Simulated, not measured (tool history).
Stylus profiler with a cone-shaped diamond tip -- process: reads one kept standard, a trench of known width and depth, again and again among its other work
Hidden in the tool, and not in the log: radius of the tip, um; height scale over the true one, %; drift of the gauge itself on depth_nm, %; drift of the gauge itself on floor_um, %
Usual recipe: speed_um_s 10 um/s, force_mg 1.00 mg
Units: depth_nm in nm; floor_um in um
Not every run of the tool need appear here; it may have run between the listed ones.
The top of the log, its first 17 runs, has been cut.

run    hour  speed_um_s  force_mg  scans with this tip  hours of work since the height scale was calibrated  depth_nm  floor_um
 18  1598.5          23      0.48                 5270                                                  301    201.12     27.91
 19  1665.8          23      0.48                 5407                                                  334    200.99     27.90
 20  1765.5          23      0.48                 5610                                                  383    200.99     27.93
 21  1865.0          23      0.48                 5813                                                  432    201.20     27.92
 22  1924.4          23      0.48                 5934                                                  461    201.22     27.98
 23  1988.5          10      1.00                 6065                                                  493    201.88     28.16
 24  2084.7           6      1.26                 6261                                                  540    202.03     28.24
 25  2217.5           6      1.26                 6532                                                  605    202.30     28.22
 26  2289.7           8      0.42                 6679                                                  641    200.94     28.13
 27  2364.7           5      0.36                 6832                                                  678    200.93     28.14
 28  2469.9          27      0.36                 7047                                                  729    201.08     27.81
 29  2558.5           5      1.84                 7227                                                  773    202.72     28.22
 30  2673.8           5      1.84                 7462                                                  829    202.60     28.18
 31  2757.0           4      0.40                 7632                                                  870    200.98     28.18
 32  2879.0           2      1.48                 7881                                                  930    202.34     28.23
 33  2940.5           2      1.15                 8006                                                  961    202.04     28.23
     2960.7  -- height scale calibrated on a step standard
 34  3011.0          18      1.13                 8149                                                   25    202.00     28.08
 35  3078.0          18      1.13                 8285                                                   58    201.88     28.06
 36  3179.7          21      1.56                 8493                                                  108    202.24     28.06
 37  3270.4          20      0.46                 8678                                                  152    201.05     27.93

For run 38, what comes out?
 38  3344.2           3      0.99                 8828                                                  189         ?         ?

Run 38 yielded depth_nm 201.84 nm, floor_um 28.23 um.
Minus the tool's unlogged condition, the same run would have read depth_nm 201.84 nm, floor_um 28.24 um.
